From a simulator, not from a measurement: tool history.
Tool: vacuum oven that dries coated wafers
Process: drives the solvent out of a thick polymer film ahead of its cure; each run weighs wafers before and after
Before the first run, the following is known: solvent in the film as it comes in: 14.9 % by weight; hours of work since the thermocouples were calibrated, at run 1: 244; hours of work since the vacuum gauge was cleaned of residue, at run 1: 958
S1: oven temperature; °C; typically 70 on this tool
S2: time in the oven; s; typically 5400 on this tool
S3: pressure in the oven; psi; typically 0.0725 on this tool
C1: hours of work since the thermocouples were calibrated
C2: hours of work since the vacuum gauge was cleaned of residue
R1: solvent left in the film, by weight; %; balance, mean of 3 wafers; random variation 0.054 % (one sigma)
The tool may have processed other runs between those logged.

Run 1, day 0: usual settings; C1 244; C2 958. Result: R1 2.44 %.
Run 2, day 1.225: usual settings; C1 266; C2 981. Result: R1 2.4 %.
Run 3, day 2.354: usual settings; C1 287; C2 1001. Result: R1 2.39 %.
Run 4, day 3.042: usual settings but S3 0.0384 psi; C1 300; C2 1014. Result: R1 2 %.
Run 5, day 3.9: usual settings but S3 0.0384 psi; C1 315; C2 1030. Result: R1 2.03 %.
Run 6, day 5.021: usual settings but S3 0.0384 psi; C1 336; C2 1050. Result: R1 2.05 %.
Run 7, day 5.854: usual settings but S3 0.0384 psi; C1 351; C2 1066. Result: R1 2.18 %.
Run 8, day 6.583: usual settings but S3 0.0384 psi; C1 364; C2 1079. Result: R1 2.22 %.
Run 9, day 7.792: usual settings but S3 0.2608 psi; C1 387; C2 1101. Result: R1 3.98 %.
Run 10, day 9.096: usual settings; C1 411; C2 1125. Result: R1 2.41 %.
Run 11, day 9.812: usual settings; C1 424; C2 1138. Result: R1 2.4 %.
Run 12, day 10.433: usual settings; C1 435; C2 1150. Result: R1 2.36 %.
Run 13, day 11.271: usual settings but S1 59 °C; C1 450; C2 1165. Result: R1 4.89 %.
Run 14, day 11.912: usual settings; C1 462; C2 1177. Result: R1 2.43 %.
Run 15, day 12.7: usual settings; C1 477; C2 1191. Result: R1 2.53 %.
Run 16, day 14.092: usual settings but S1 57 °C; C1 502; C2 1217. Result: R1 5.32 %.
Run 17, day 15.496: usual settings but S1 57 °C; C1 528; C2 1242. Result: R1 5.3 %.
Run 18, day 16.562: usual settings but S1 57 °C; C1 547; C2 1262. Result: R1 5.08 %.
Run 19, day 17.796: usual settings but S1 80 °C; C1 570; C2 1284. Result: R1 1.27 %.
Run 20, day 19.246: usual settings but S2 3780 s, S3 0.2364 psi; C1 597; C2 1311. Result: R1 4.88 %.
Run 21, day 20.242: usual settings but S1 75 °C, S2 5700 s, S3 0.1864 psi; C1 615; C2 1329. Result: R1 2.45 %.
Run 22, day 20.908: usual settings but S2 3420 s, S3 0.2149 psi; C1 627; C2 1342. Result: R1 5.06 %.
Run 23, day 22.258: usual settings but S1 67 °C, S2 3600 s; C1 652; C2 1366. Result: R1 4.47 %.
Run 24, day 23.475: usual settings but S1 64 °C, S2 2820 s; C1 674; C2 1389. Result: R1 5.96 %.
Run 25, day 24.108: usual settings but S1 64 °C, S2 2820 s; C1 686; C2 1400. Result: R1 6.12 %.
Run 26, day 24.712: usual settings but S1 64 °C, S2 2820 s; C1 697; C2 1411. Result: R1 5.99 %.
At day 24.904: oven's thermocouples calibrated.
Run 27, day 26.042: usual settings but S1 62 °C, S2 3300 s, S3 0.1075 psi; C1 21; C2 1434. Result: R1 6.08 %.
Run 28, day 26.667: usual settings but S1 62 °C, S2 3300 s, S3 0.1075 psi; C1 32; C2 1446. Result: R1 5.74 %.
Run 29, day 27.833: usual settings but S1 57 °C, S2 9360 s, S3 0.2231 psi; C1 54; C2 1467. Result: R1 5.59 %.
Run 30, day 28.567: usual settings but S1 57 °C, S2 9360 s, S3 0.0995 psi; C1 67; C2 1480. Result: R1 3.99 %.
Run 31, day 29.567: usual settings but S1 62 °C, S2 9360 s, S3 0.0892 psi; C1 86; C2 1499. Result: R1 2.9 %.
Run 32, day 30.729: usual settings but S1 68 °C, S2 5700 s, S3 0.0892 psi; C1 107; C2 1520. Result: R1 2.81 %.
Run 33, day 32.05: usual settings but S1 76 °C, S2 3360 s, S3 0.1359 psi; C1 131; C2 1544. Result: R1 3.04 %.
At day 32.529: oven's thermocouples calibrated, once more.
Run 34, day 33.058: usual settings but S2 6240 s, S3 0.1047 psi; C1 10; C2 1561. Result: R1 2.8 %.
Run 35, day 33.712: usual settings but S2 6240 s, S3 0.1047 psi; C1 22; C2 1573. Result: R1 2.76 %.
Run 36, day 34.825: usual settings but S2 6240 s, S3 0.1047 psi; C1 42; C2 1594. Result: R1 2.83 %.
Run 37, day 35.775: usual settings but S2 6240 s, S3 0.1047 psi; C1 60; C2 1611. Result: R1 2.79 %.

For each entry between runs, how does the tool's hidden state at the last listed run before it compare with that at the first listed run after it?
In the gap between runs 26 and 27: oven's thermocouples calibrated (day 24.904)
  true wafer temperature over the reading, C: 1.49 -> 2.31; true pressure over the reading, kPa: 0.684 -> 0.694
  measured result minus the result with no hidden state, R1: +0.46 -> +0.35 %
In the gap between runs 33 and 34: oven's thermocouples calibrated, once more (day 32.529)
  true wafer temperature over the reading, C: 2.47 -> 0.08; true pressure over the reading, kPa: 0.748 -> 0.756
  measured result minus the result with no hidden state, R1: +0.21 -> +0.95 %
